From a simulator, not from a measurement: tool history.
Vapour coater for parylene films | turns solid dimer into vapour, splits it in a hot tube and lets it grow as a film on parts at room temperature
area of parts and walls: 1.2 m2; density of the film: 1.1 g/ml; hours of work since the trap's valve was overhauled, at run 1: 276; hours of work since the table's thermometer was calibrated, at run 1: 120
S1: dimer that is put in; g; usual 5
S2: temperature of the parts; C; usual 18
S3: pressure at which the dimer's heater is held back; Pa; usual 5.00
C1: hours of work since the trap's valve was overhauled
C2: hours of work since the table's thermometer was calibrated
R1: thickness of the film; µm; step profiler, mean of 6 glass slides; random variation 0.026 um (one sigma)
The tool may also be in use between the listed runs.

run     day  S1  S2     S3   C1   C2    R1
  1   0.000   5  18   5.00  276  120  1.96
  2   0.788   4  18   5.00  293  137  1.59
  3   1.475   4  18   4.27  308  152  1.56
  4   2.075   5  18   4.15  321  165  2.03
  5   2.842   5  18   4.15  337  181  2.02
  6   3.875   5  18   4.15  359  203  1.98
      4.421  -- trap's valve overhauled
  7   4.992   5  18   4.15   12  224  2.00
  8   6.071   5  18   5.00   35  247  2.01
  9   6.767   5  18   5.00   50  262  1.96
 10   7.267   3  18   5.00   61  272  1.18
 11   7.846   5  18   4.25   73  285  2.00
 12   8.646   5  18   4.25   90  302  2.00
 13   9.750   5  18   4.25  114  326  2.03
 14  10.667   5  18   5.00  134  345  1.95
 15  11.421   5  18   5.00  150  361  1.95
 16  12.079   5  18   5.00  164  376  2.01
 17  12.708   5  18   5.00  177  389  1.97
 18  13.188   5  18   5.00  188  399  2.00
 19  14.221   5  18   5.00  210  421  2.00
 20  15.404   5  15   5.00  235  447  2.23
 21  16.221   5  15   5.00  253  464  2.20
 22  17.283   5  18   5.00  275  487  1.97
 23  18.221   5  18   5.00  295  507  1.98
 24  19.033   5  18   5.00  313  524  1.99
 25  19.771   3  17   7.86  329  540  1.15
 26  20.954   2  10   7.86  354  566  1.01
 27  21.483   2  10   7.86  365  577  1.02
     21.712  -- trap's valve overhauled
 28  22.179   5  28   5.00   10  588  1.37
 29  23.029   5  28   5.00   28  606  1.34
 30  23.504   5  28   5.00   38  617  1.29
 31  24.217   4  14   5.00   54  632  1.85
 32  24.708   4  17   2.59   64  642  1.77
 33  25.850   4  17   2.59   89  667  1.76
 34  27.017   5  18   3.52  114  692  2.01
 35  27.508   5  18   3.52  124  702  2.07
 36  28.067   5  18   3.52  136  714  2.09
 37  29.246   5  18   3.52  161  739  2.07
 38  30.346   2  15   2.25  185  763  1.00
 39  30.829   3  18  10.68  195  773  1.09
 40  31.758   4  27  10.68  215  793  1.07
 41  32.796   4  16   4.84  237  816  1.74
 42  33.338   4  16   4.84  249  827  1.71
 43  34.438   5  24  10.28  272  851  1.47
 44  35.146   5  24  10.28  288  866  1.49
 45  35.875   5  14  10.02  303  881  2.12
 46  36.438   5  14   4.84  315  894  2.28

4 ways to go on from here, each from the tool as it stands after run 46. What would each give?
  A  37.479   3  15  3.66  337  916   ?
  B  37.479   7  14  4.84  337  916   ?
  C  37.479   4  16  4.36  337  916   ?
  D  37.479   3  10  6.92  337  916   ?

run    R1
  A  1.40
  B  3.16
  C  1.69
  D  1.57
Without the tool's hidden state the same runs would have given:
run    R1
  A  1.41
  B  3.17
  C  1.69
  D  1.57
